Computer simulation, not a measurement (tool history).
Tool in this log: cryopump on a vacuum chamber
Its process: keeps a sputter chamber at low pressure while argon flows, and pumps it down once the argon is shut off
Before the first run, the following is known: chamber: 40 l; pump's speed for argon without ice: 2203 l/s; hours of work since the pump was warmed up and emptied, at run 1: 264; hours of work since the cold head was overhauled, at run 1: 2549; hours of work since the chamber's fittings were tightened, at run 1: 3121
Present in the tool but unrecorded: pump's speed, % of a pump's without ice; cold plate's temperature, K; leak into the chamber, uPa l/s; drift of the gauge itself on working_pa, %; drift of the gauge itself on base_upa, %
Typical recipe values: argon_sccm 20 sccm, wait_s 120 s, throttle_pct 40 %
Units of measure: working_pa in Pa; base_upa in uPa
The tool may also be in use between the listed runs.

run,hour,argon_sccm,wait_s,throttle_pct,hours of work since the pump was warmed up and emptied,hours of work since the cold head was overhauled,hours of work since the chamber's fittings were tightened,working_pa,base_upa
1,0,20,120,40,264,2549,3121,0.0403,1.5
2,103.6,20,120,40,325,2610,3181,0.0412,1.58
3,188.2,20,120,40,374,2659,3231,0.04,1.59
4,298.8,20,120,40,439,2724,3295,0.0416,1.61
5,428.4,20,120,23,514,2800,3371,0.0703,1.66
6,519.3,20,120,23,567,2853,3424,0.0706,1.7
7,625.8,20,120,40,629,2915,3486,0.0435,1.81
8,740.7,20,38,40,697,2982,3553,0.0418,2.54
9,868.3,20,38,40,771,3056,3628,0.0439,2.73
# hour 930.1: leaking fittings of the chamber tightened, without venting
10,978.1,20,38,40,834,3119,28,0.0442,1.32
11,1055.8,20,38,40,879,3165,73,0.0443,1.31
12,1128.2,20,38,40,922,3207,116,0.0446,1.36
13,1242.2,20,38,40,988,3273,182,0.0458,1.35
14,1312.7,20,46,40,1029,3315,223,0.0468,1.21
15,1431.6,40,123,40,1099,3384,293,0.0935,0.67
# hour 1457.4: pump warmed up, emptied and cooled again
16,1489.7,37,149,43,19,3415,324,0.0668,0.5
17,1569.3,17,53,28,65,3461,370,0.0464,1.07
18,1688.6,15,22,35,135,3531,440,0.034,2.16
19,1762.1,30,122,32,178,3574,483,0.0739,0.65
20,1841.9,30,71,42,224,3621,529,0.0574,0.89
21,1957,30,71,42,292,3688,597,0.0579,0.97
22,2061.1,18,51,29,352,3748,657,0.0503,1.18
23,2185.2,10,120,41,425,3821,730,0.0204,0.8
24,2270.7,25,37,29,475,3871,780,0.0701,1.64
25,2399,12,37,29,550,3946,855,0.0346,1.59
26,2462.2,11,37,26,587,3983,891,0.0355,1.62
27,2553.1,11,37,26,640,4036,944,0.0343,1.71
28,2635.6,11,37,26,688,4084,993,0.0353,1.61

Alternative continuations, all from the tool just after run 28; predict every row:
A,2724.6,8,53,42,740,4136,1045,?,?
B,2724.6,20,120,41,740,4136,1045,?,?
C,2724.6,11,45,51,740,4136,1045,?,?

run,working_pa,base_upa
A,0.0166,1.37
B,0.0427,0.94
C,0.0199,1.53
Stripped of hidden state, with their random variation kept, the same runs would have yielded:
run,working_pa,base_upa
A,0.0144,0.91
B,0.0373,0.47
C,0.017,1.06

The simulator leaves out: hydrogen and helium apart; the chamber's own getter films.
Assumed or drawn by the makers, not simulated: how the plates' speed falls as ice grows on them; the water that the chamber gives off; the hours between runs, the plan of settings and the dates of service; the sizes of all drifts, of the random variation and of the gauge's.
